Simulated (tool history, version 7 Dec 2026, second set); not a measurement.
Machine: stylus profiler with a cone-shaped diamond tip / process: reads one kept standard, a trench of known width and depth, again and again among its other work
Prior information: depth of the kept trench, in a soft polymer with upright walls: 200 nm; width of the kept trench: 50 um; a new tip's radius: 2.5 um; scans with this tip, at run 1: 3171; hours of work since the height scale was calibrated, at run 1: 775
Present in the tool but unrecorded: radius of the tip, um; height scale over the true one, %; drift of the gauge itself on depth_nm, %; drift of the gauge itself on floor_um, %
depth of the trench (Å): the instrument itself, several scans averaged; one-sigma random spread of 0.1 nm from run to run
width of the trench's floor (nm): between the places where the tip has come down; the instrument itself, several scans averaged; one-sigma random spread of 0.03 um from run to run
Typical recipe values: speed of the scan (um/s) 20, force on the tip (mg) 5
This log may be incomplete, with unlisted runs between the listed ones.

| run | hour | speed of the scan (um/s) | force on the tip (mg) | scans with this tip | hours of work since the height scale was calibrated | depth of the trench (Å) | width of the trench's floor (nm) |
|---|---|---|---|---|---|---|---|
| 1 | 0 | 20 | 5 | 3171 | 775 | 2048.7 | 47760 |
| 2 | 39.7 | 20 | 5 | 3262 | 797 | 2049.6 | 47740 |
| 3 | 72.4 | 24 | 5 | 3336 | 815 | 2049.1 | 47810 |
| 4 | 139.4 | 16 | 5 | 3488 | 853 | 2050.2 | 47870 |
| 5 | 181.1 | 16 | 5 | 3583 | 876 | 2049.9 | 47790 |
| 6 | 229.5 | 20 | 1.86 | 3693 | 903 | 2030.4 | 47730 |
| 7 | 263.5 | 20 | 1.86 | 3770 | 922 | 2031.4 | 47780 |
| 8 | 314.7 | 20 | 8.57 | 3887 | 950 | 2069.2 | 47830 |
| 9 | 377.2 | 20 | 8.57 | 4029 | 985 | 2069.5 | 47790 |
| 10 | 419 | 20 | 8.57 | 4124 | 1008 | 2071.8 | 47800 |
| 11 | 471 | 20 | 5 | 4242 | 1037 | 2050.5 | 47770 |
| 12 | 531.7 | 20 | 5 | 4380 | 1071 | 2052.1 | 47780 |
| 13 | 581.4 | 20 | 5 | 4494 | 1098 | 2053.5 | 47740 |
| 14 | 649.3 | 20 | 5 | 4648 | 1136 | 2051.9 | 47690 |
| 15 | 680.6 | 6 | 4.4 | 4719 | 1154 | 2050.3 | 47810 |
| 16 | 723.6 | 6 | 4.4 | 4817 | 1177 | 2050 | 47850 |
| 17 | 769.6 | 6 | 4.4 | 4921 | 1203 | 2050 | 47780 |
| 18 | 833.1 | 6 | 4.4 | 5066 | 1238 | 2049.5 | 47770 |
| 19 | 869.9 | 6 | 4.4 | 5150 | 1259 | 2050.1 | 47760 |
| 20 | 928.6 | 14 | 2.24 | 5283 | 1291 | 2035.9 | 47720 |
| 21 | 965.5 | 12 | 8.65 | 5367 | 1312 | 2071.1 | 47740 |
| 22 | 1002.5 | 57 | 5 | 5451 | 1332 | 2054.2 | 47550 |
| 23 | 1038.9 | 57 | 5 | 5534 | 1353 | 2055.3 | 47550 |
| 24 | 1103.5 | 57 | 5 | 5681 | 1389 | 2055 | 47540 |
| 25 | 1153 | 8 | 4.09 | 5793 | 1416 | 2049.6 | 47750 |
| 26 | 1190.4 | 54 | 7.56 | 5879 | 1437 | 2070.8 | 47580 |
| 27 | 1243.8 | 54 | 13.24 | 6000 | 1467 | 2094.3 | 47600 |
| 28 | 1302.6 | 12 | 4.05 | 6134 | 1499 | 2049.7 | 47700 |

Selected run-to-run steps in depth of the trench (Å), each split into two signed amounts: the part the tool would show with no hidden state at all (from settings, incoming material and random variation), and the remainder, which goes to the hidden state together with any gauge scatter not common to the measured and the hidden-state-free results:
Run 3 -> 4: speed of the scan (um/s) 24 -> 16. depth of the trench (Å) +1.1: hidden state +0.4, all else +0.7.
Run 7 -> 8: force on the tip (mg) 1.86 -> 8.57. depth of the trench (Å) +37.8: hidden state +0.5, all else +37.3.
Run 27 -> 28: speed of the scan (um/s) 54 -> 12, force on the tip (mg) 13.24 -> 4.05. depth of the trench (Å) -44.6: hidden state +0, all else -44.6.
